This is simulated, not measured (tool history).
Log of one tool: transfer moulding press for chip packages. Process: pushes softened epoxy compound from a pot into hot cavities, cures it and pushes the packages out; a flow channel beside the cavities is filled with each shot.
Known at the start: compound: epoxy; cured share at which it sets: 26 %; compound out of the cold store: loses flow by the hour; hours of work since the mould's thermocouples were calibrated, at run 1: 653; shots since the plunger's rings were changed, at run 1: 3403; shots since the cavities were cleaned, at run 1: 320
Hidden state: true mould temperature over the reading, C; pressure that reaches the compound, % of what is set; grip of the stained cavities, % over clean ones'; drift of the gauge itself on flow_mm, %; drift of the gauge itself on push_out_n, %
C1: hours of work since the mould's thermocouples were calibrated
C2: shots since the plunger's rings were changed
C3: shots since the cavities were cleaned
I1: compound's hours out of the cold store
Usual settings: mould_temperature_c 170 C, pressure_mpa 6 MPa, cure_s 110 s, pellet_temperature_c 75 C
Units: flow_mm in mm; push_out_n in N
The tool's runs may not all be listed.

run 1 hour=0 | mould_temperature_c=170 pressure_mpa=6 cure_s=110 pellet_temperature_c=75 | C1=653 C2=3403 C3=320 | I1=32.5 | flow_mm=859 push_out_n=475
-- hour=22.3 cavities cleaned with cleaning compound and waxed
-- hour=47.7 mould's thermocouples calibrated
run 2 hour=56.3 | mould_temperature_c=170 pressure_mpa=6 cure_s=110 pellet_temperature_c=75 | C1=4 C2=3873 C3=284 | I1=37.7 | flow_mm=833 push_out_n=477
-- hour=81.7 cavities cleaned with cleaning compound and waxed
run 3 hour=110.6 | mould_temperature_c=170 pressure_mpa=6 cure_s=110 pellet_temperature_c=75 | C1=32 C2=4341 C3=257 | I1=21.1 | flow_mm=882 push_out_n=458
-- hour=141.6 cavities cleaned with cleaning compound and waxed
-- hour=176 plunger's sealing rings changed
run 4 hour=183.8 | mould_temperature_c=170 pressure_mpa=6 cure_s=133 pellet_temperature_c=75 | C1=67 C2=70 C3=353 | I1=20.7 | flow_mm=913 push_out_n=440
-- hour=201.4 cavities cleaned with cleaning compound and waxed
run 5 hour=224.7 | mould_temperature_c=170 pressure_mpa=6 cure_s=110 pellet_temperature_c=75 | C1=87 C2=419 C3=207 | I1=13.2 | flow_mm=945 push_out_n=434
-- hour=257.3 cavities cleaned with cleaning compound and waxed
run 6 hour=265 | mould_temperature_c=170 pressure_mpa=6 cure_s=110 pellet_temperature_c=75 | C1=107 C2=763 C3=68 | I1=45.9 | flow_mm=827 push_out_n=397
run 7 hour=296.7 | mould_temperature_c=170 pressure_mpa=5.84 cure_s=110 pellet_temperature_c=75 | C1=123 C2=1045 C3=350 | I1=20.6 | flow_mm=898 push_out_n=475
-- hour=316.6 cavities cleaned with cleaning compound and waxed
run 8 hour=336.5 | mould_temperature_c=170 pressure_mpa=5.84 cure_s=110 pellet_temperature_c=75 | C1=143 C2=1385 C3=177 | I1=25.2 | flow_mm=883 push_out_n=446
-- hour=374 cavities cleaned with cleaning compound and waxed
run 9 hour=376.5 | mould_temperature_c=170 pressure_mpa=6 cure_s=110 pellet_temperature_c=75 | C1=163 C2=1727 C3=22 | I1=27.9 | flow_mm=869 push_out_n=403
-- hour=387.5 mould's thermocouples calibrated, once more
-- hour=432.9 cavities cleaned with cleaning compound and waxed
run 10 hour=436.6 | mould_temperature_c=170 pressure_mpa=6 cure_s=110 pellet_temperature_c=75 | C1=24 C2=2229 C3=32 | I1=19.9 | flow_mm=910 push_out_n=395
-- hour=488.3 cavities cleaned with cleaning compound and waxed
run 11 hour=490.2 | mould_temperature_c=170 pressure_mpa=4.67 cure_s=110 pellet_temperature_c=75 | C1=51 C2=2692 C3=17 | I1=43.5 | flow_mm=725 push_out_n=390
-- hour=544.2 cavities cleaned with cleaning compound and waxed
run 12 hour=554.3 | mould_temperature_c=176 pressure_mpa=6.95 cure_s=110 pellet_temperature_c=66 | C1=83 C2=3248 C3=91 | I1=30.6 | flow_mm=900 push_out_n=371
-- hour=599.5 cavities cleaned with cleaning compound and waxed
run 13 hour=599.5 | mould_temperature_c=170 pressure_mpa=6 cure_s=110 pellet_temperature_c=75 | C1=106 C2=3635 C3=0 | I1=47.7 | flow_mm=793 push_out_n=380
-- hour=656.4 cavities cleaned with cleaning compound and waxed
run 14 hour=675.2 | mould_temperature_c=164 pressure_mpa=4.72 cure_s=110 pellet_temperature_c=70 | C1=144 C2=4294 C3=167 | I1=13.6 | flow_mm=813 push_out_n=600
-- hour=712.4 cavities cleaned with cleaning compound and waxed
run 15 hour=716.5 | mould_temperature_c=177 pressure_mpa=7.11 cure_s=96 pellet_temperature_c=75 | C1=164 C2=4647 C3=36 | I1=27 | flow_mm=892 push_out_n=386
-- hour=742.8 plunger's sealing rings changed
run 16 hour=755.2 | mould_temperature_c=168 pressure_mpa=6.58 cure_s=134 pellet_temperature_c=75 | C1=183 C2=111 C3=358 | I1=36.4 | flow_mm=904 push_out_n=452
-- hour=772.2 cavities cleaned with cleaning compound and waxed
run 17 hour=817.5 | mould_temperature_c=168 pressure_mpa=6.58 cure_s=134 pellet_temperature_c=75 | C1=214 C2=650 C3=402 | I1=33.6 | flow_mm=917 push_out_n=432
-- hour=830.2 cavities cleaned with cleaning compound and waxed
run 18 hour=865.5 | mould_temperature_c=168 pressure_mpa=6.58 cure_s=134 pellet_temperature_c=75 | C1=238 C2=1063 C3=313 | I1=34.7 | flow_mm=911 push_out_n=431

Measured less the same run without the tool's hidden state. The same run-to-run variation is in both; the gauge's scatter may not be:
run=1 flow_mm=-28 push_out_n=+80
run=2 flow_mm=-30 push_out_n=+79
run=3 flow_mm=-37 push_out_n=+70
run=4 flow_mm=-1 push_out_n=+74
run=5 flow_mm=-4 push_out_n=+62
run=6 flow_mm=-6 push_out_n=+29
run=7 flow_mm=-9 push_out_n=+90
run=8 flow_mm=-12 push_out_n=+59
run=9 flow_mm=-15 push_out_n=+16
run=10 flow_mm=-23 push_out_n=+14
run=11 flow_mm=-22 push_out_n=+12
run=12 flow_mm=-33 push_out_n=+23
run=13 flow_mm=-31 push_out_n=+9
run=14 flow_mm=-38 push_out_n=+76
run=15 flow_mm=-46 push_out_n=+16
run=16 flow_mm=-1 push_out_n=+83
run=17 flow_mm=-6 push_out_n=+85
run=18 flow_mm=-10 push_out_n=+73
